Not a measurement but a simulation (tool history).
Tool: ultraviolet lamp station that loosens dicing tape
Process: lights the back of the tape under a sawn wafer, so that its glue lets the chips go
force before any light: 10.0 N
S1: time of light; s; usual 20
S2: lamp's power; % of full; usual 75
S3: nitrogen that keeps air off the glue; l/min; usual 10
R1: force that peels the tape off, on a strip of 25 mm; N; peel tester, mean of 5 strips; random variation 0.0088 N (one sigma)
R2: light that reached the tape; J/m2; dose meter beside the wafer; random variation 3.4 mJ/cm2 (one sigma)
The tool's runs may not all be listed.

run     day  S1  S2  S3     R1    R2
  1       0  20  75  10  0.543  4230
  2   0.579  20  75  10  0.552  4230
  3   0.871  20  75   5  0.981  4210
  4   1.183  20  75   7  0.764  4220
  5   1.646  20  75  10  0.553  4190
  6   2.167  20  75  10  0.576  4170
  7   2.475  20  75  10  0.567  4170
  8   2.879  20  75  10  0.561  4140
  9   3.229  20  75  10  0.594  4150
 10   3.517  20  75  10  0.586  4130
 11   4.096  20  75  10  0.583  4030
 12     4.6  20  75  10   0.58  4100
 13   4.962  20  75  10   0.62  4050
 14    5.55  20  75  10  0.614  3990
 15   6.029  11  75  15  1.492  2200
 16   6.512  11  75  15  1.449  2190
 17   7.071  11  84  15  1.236  2450
 18   7.608  16  83   8   0.97  3460
 19   7.846  17  83  17  0.498  3690
 20   8.242  14  83   4  1.981  3050
 21     8.8  20  81  10  0.548  4210
 22   9.204  22  76   3  1.394  4350
 23   9.488  15  76   5   1.85  2950
 24   9.796  20  63  15  0.696  3200
 25  10.033  20  63  15  0.694  3230
 26  10.404  24  63   5  1.124  3860
 27  10.821  24  63   5  1.138  3870

4 ways to go on from here, each from the tool as it stands after run 27. What would each give?
  A  11.404  29  68  18   ?   ?
  B  11.404  17  86   4   ?   ?
  C  11.404  24  60   9   ?   ?
  D  11.404  18  63   9   ?   ?

run     R1    R2
  A  0.315  5010
  B  1.514  3710
  C  0.808  3680
  D  1.309  2890
Without the tool's hidden state the same runs would have given:
run     R1    R2
  A  0.253  7100
  B  0.787  5260
  C  0.418  5200
  D  0.667  4080
